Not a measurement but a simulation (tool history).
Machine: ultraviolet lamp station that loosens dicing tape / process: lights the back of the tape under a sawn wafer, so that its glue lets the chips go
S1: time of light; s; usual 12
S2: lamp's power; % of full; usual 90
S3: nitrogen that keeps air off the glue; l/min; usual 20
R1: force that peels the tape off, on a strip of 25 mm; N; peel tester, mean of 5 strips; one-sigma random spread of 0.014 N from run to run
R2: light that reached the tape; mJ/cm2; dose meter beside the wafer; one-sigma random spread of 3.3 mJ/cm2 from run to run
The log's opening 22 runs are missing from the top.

run 23 hour=150.8 | S1=10 S2=78 S3=9 | R1=2.010 R2=345
run 24 hour=159.3 | S1=8 S2=74 S3=32 | R1=1.661 R2=263
run 25 hour=164.1 | S1=23 S2=75 S3=26 | R1=0.281 R2=760
run 26 hour=172.3 | S1=23 S2=75 S3=26 | R1=0.296 R2=765
run 27 hour=178.7 | S1=11 S2=86 S3=20 | R1=0.951 R2=417
run 28 hour=184.8 | S1=9 S2=89 S3=10 | R1=1.837 R2=352
run 29 hour=189.4 | S1=9 S2=89 S3=10 | R1=1.881 R2=351
run 30 hour=193.9 | S1=15 S2=84 S3=24 | R1=0.507 R2=559
run 31 hour=201.7 | S1=15 S2=84 S3=24 | R1=0.500 R2=547
run 32 hour=206.1 | S1=11 S2=88 S3=20 | R1=0.900 R2=427
run 33 hour=211.4 | S1=12 S2=87 S3=18 | R1=0.872 R2=458
run 34 hour=215.9 | S1=12 S2=87 S3=18 | R1=0.899 R2=459
run 35 hour=223.7 | S1=12 S2=87 S3=18 | R1=0.857 R2=456
run 36 hour=228.1 | S1=12 S2=87 S3=6 | R1=1.697 R2=459

Run 37 comes next. What will it give?
run 37 hour=234.7 | S1=8 S2=76 S3=20 | R1=? R2=?

For run 37 the tool returned R1 1.942 N, R2 267 mJ/cm2.
Had the tool carried no hidden state, the very same run would have given R1 1.685 N, R2 297 mJ/cm2.
